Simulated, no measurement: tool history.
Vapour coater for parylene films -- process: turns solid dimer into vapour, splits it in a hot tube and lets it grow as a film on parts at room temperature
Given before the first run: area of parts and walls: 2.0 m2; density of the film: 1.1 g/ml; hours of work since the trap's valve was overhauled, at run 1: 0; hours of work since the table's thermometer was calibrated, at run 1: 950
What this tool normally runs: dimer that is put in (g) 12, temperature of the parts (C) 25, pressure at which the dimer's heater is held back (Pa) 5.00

run,day,dimer that is put in (g),temperature of the parts (C),pressure at which the dimer's heater is held back (Pa),hours of work since the trap's valve was overhauled,hours of work since the table's thermometer was calibrated,thickness of the film (um)
1,0.000,12,25,5.00,0,950,3.70
2,2.304,12,25,5.00,25,975,3.68
3,4.683,12,25,5.00,50,1001,3.73
4,6.904,12,25,5.00,74,1025,3.70
5,9.658,12,25,5.00,104,1054,3.62
# day 9.917: table's thermometer calibrated
6,11.804,12,25,8.68,127,20,3.48
7,14.404,12,25,8.68,155,48,3.50
8,16.729,12,25,2.04,180,73,3.88
9,19.429,12,25,2.04,209,103,3.93
10,21.704,12,25,2.04,234,127,3.93
11,23.508,12,25,5.00,253,147,3.53
12,24.783,12,25,5.00,267,160,3.54
# day 25.217: trap's valve overhauled
13,26.154,12,25,5.00,10,173,3.80
14,27.379,12,25,5.00,23,186,3.70
15,29.000,12,25,5.00,41,204,3.68
16,31.171,12,25,5.00,64,227,3.73
17,33.308,12,25,5.00,87,250,3.68
18,35.254,12,25,5.00,108,271,3.70
19,37.250,12,25,5.00,130,293,3.70
20,39.267,12,28,5.00,151,315,3.41
21,41.017,7,25,5.00,170,333,2.11
22,42.746,7,25,5.00,189,352,2.10
23,45.038,12,25,3.04,214,377,3.74
24,47.021,12,25,3.04,235,398,3.76
25,48.554,12,25,3.04,252,415,3.77
# day 50.442: trap's valve overhauled
26,51.392,8,25,5.00,10,444,2.52
27,53.783,11,25,5.00,36,469,3.42
28,55.412,16,21,11.54,54,487,5.05
29,57.138,18,21,2.21,72,506,6.61
30,58.379,18,21,2.21,86,519,6.59
31,59.542,17,27,3.72,98,531,4.97
32,60.725,9,27,9.89,111,544,2.47
33,62.267,9,27,9.89,127,561,2.46
34,64.558,9,27,9.89,152,586,2.43
35,67.158,9,27,9.89,180,614,2.40
36,69.433,7,28,9.38,205,638,1.81
37,72.029,17,32,8.92,233,666,3.98
38,74.642,17,32,8.92,261,694,3.94
# day 75.538: trap's valve overhauled
39,76.675,13,18,8.92,12,714,4.59
40,78.654,13,18,8.92,34,736,4.53
41,80.700,12,18,4.37,56,758,4.46
42,81.888,12,18,4.37,68,771,4.40
43,84.054,12,18,4.37,92,794,4.47
44,85.929,12,18,4.37,112,814,4.40
45,87.167,6,18,6.64,125,827,2.10
46,88.654,6,34,6.99,141,844,1.38
47,90.229,6,34,6.99,158,861,1.37

3 ways to go on from here, each from the tool as it stands after run 47. What would each give?
A,92.733,15,31,9.44,185,888,?
B,92.733,12,23,5.00,185,888,?
C,92.733,12,35,7.72,185,888,?

run,thickness of the film (um)
A,3.61
B,3.78
C,2.68
With no hidden state in the tool, these same runs would have given:
run,thickness of the film (um)
A,3.84
B,4.02
C,2.85
